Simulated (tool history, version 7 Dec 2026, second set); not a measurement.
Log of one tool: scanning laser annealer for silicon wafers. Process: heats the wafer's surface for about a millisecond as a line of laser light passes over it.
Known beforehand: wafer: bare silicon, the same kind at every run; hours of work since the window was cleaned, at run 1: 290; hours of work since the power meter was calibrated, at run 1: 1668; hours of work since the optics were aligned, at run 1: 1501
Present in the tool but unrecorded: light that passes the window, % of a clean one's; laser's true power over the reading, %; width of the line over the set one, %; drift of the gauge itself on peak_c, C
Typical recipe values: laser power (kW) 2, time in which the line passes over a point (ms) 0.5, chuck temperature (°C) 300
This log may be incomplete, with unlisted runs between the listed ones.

run   hour  laser power (kW)  time in which the line passes over a point (ms)  chuck temperature (°C)  hours of work since the window was cleaned  hours of work since the power meter was calibrated  hours of work since the optics were aligned  highest temperature of the surface (°C)
  1      0                 2                                              0.5                     300                                         290                                                1668                                         1501                                     1032
  2   27.7                 2                                              0.5                     300                                         309                                                1687                                         1520                                     1034
  3     63                 2                                            0.527                     300                                         334                                                1712                                         1544                                     1046
  4   90.7                 2                                            0.611                     300                                         353                                                1731                                         1564                                     1094
     100.8  -- window over the wafer cleaned
  5  147.3                 2                                            0.398                     300                                          32                                                1769                                         1601                                      996
     191.2  -- optics aligned, line set to its width
  6  199.2             2.113                                              0.5                     300                                          65                                                1801                                            5                                     1114
  7  234.9                 2                                              0.5                     303                                          89                                                1826                                           30                                     1056
  8  261.5                 2                                              0.5                     300                                         108                                                1844                                           49                                     1053
  9  313.3                 2                                              0.5                     300                                         144                                                1880                                           84                                     1048
 10  343.3                 2                                              0.5                     303                                         164                                                1901                                          105                                     1045
 11  370.5                 2                                              0.5                     303                                         183                                                1920                                          124                                     1042
 12  396.4             1.758                                              0.5                     274                                         201                                                1938                                          142                                      897
 13  447.2             1.758                                              0.5                     274                                         236                                                1973                                          177                                      893
 14    479             2.008                                            0.569                     284                                         258                                                1995                                          199                                     1059
     492.4  -- optics aligned, line set to its width, once more
 15  539.6             1.842                                            0.569                     284                                         297                                                2033                                           33                                      993
 16  566.1             1.842                                            0.569                     284                                         315                                                2052                                           51                                      995
 17  606.9             1.939                                            0.518                     275                                         343                                                2080                                           79                                      996
     630.8  -- window over the wafer cleaned
 18  645.9             1.939                                            0.518                     275                                          10                                                2105                                          105                                     1043
 19  673.7             2.165                                              0.5                     337                                          30                                                2125                                          124                                     1210
 20    734                 2                                              0.5                     301                                          71                                                2166                                          166                                     1078
 21  759.9             2.164                                            0.529                     300                                          89                                                2184                                          184                                     1184
 22  784.3              1.97                                            0.618                     300                                         106                                                2201                                          201                                     1133

Branching from run 22: 3 alternative next runs. What would each branch give?
  A  829.5             1.973                                             0.54                     271                                         137                                                2232                                          232                                        ?
  B  829.5             1.869                                              0.5                     300                                         137                                                2232                                          232                                        ?
  C  829.5              1.97                                            0.618                     331                                         137                                                2232                                          232                                        ?

run  highest temperature of the surface (°C)
  A                                     1051
  B                                     1003
  C                                     1162
With the hidden condition removed and each run's random variation left untouched, the same runs would have given:
run  highest temperature of the surface (°C)
  A                                     1061
  B                                     1012
  C                                     1173

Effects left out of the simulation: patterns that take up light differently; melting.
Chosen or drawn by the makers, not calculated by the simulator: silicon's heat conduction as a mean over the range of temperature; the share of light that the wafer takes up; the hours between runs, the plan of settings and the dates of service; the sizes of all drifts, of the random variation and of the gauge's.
